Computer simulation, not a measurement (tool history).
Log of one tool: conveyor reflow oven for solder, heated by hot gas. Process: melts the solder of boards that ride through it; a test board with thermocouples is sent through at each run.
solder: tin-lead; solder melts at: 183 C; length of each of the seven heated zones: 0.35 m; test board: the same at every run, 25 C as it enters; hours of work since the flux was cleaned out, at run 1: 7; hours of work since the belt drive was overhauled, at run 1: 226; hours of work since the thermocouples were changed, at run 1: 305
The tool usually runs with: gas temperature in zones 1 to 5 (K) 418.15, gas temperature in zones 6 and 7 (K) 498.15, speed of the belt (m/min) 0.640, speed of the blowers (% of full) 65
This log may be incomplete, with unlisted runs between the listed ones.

run   hour  gas temperature in zones 1 to 5 (K)  gas temperature in zones 6 and 7 (K)  speed of the belt (m/min)  speed of the blowers (% of full)  hours of work since the flux was cleaned out  hours of work since the belt drive was overhauled  hours of work since the thermocouples were changed  highest temperature of the board (K)  time above the solder's melting point (s)
  1    0.0                               418.15                                498.15                      0.640                                65                                             7                                                226                                                 305                                483.45                                       46.7
  2    9.5                               418.15                                498.15                      0.640                                65                                            14                                                233                                                 311                                484.15                                       47.8
  3   15.8                               418.15                                498.15                      0.640                                65                                            19                                                238                                                 316                                483.45                                       47.2
  4   25.5                               418.15                                498.15                      0.640                                65                                            26                                                245                                                 323                                483.45                                       46.6
  5   30.9                               418.15                                498.15                      0.759                                65                                            30                                                249                                                 327                                479.75                                       34.9
  6   40.3                               418.15                                498.15                      0.759                                65                                            37                                                256                                                 334                                479.25                                       34.9
  7   50.9                               418.15                                498.15                      0.759                                65                                            44                                                263                                                 342                                478.25                                       34.7
  8   60.4                               418.15                                498.15                      0.759                                65                                            51                                                270                                                 349                                478.95                                       35.1
  9   70.6                               418.15                                498.15                      0.759                                65                                            59                                                278                                                 356                                478.65                                       34.4
 10   78.9                               418.15                                498.15                      0.759                                65                                            65                                                284                                                 362                                478.95                                       34.6
 11   87.5                               418.15                                498.15                      0.759                                65                                            71                                                290                                                 368                                478.85                                       34.0
 12   93.3                               418.15                                498.15                      0.640                                65                                            75                                                294                                                 373                                484.15                                       46.5
 13  100.0                               418.15                                498.15                      0.640                                65                                            80                                                299                                                 378                                484.35                                       47.0
 14  105.7                               405.15                                498.15                      0.640                                65                                            84                                                304                                                 382                                481.55                                       40.4
 15  110.4                               405.15                                498.15                      0.640                                65                                            88                                                307                                                 385                                480.85                                       41.6

Run 16, settings as shown, results not yet in. Your forecast:
 16  116.1                               404.15                                498.15                      0.640                                65                                            92                                                311                                                 389                                     ?                                          ?

highest temperature of the board (K): 481.45
time above the solder's melting point (s): 40.3
If the tool had no hidden condition, the same run with the same run-to-run variation would have returned highest temperature of the board (K) 481.45, time above the solder's melting point (s) 40.4.
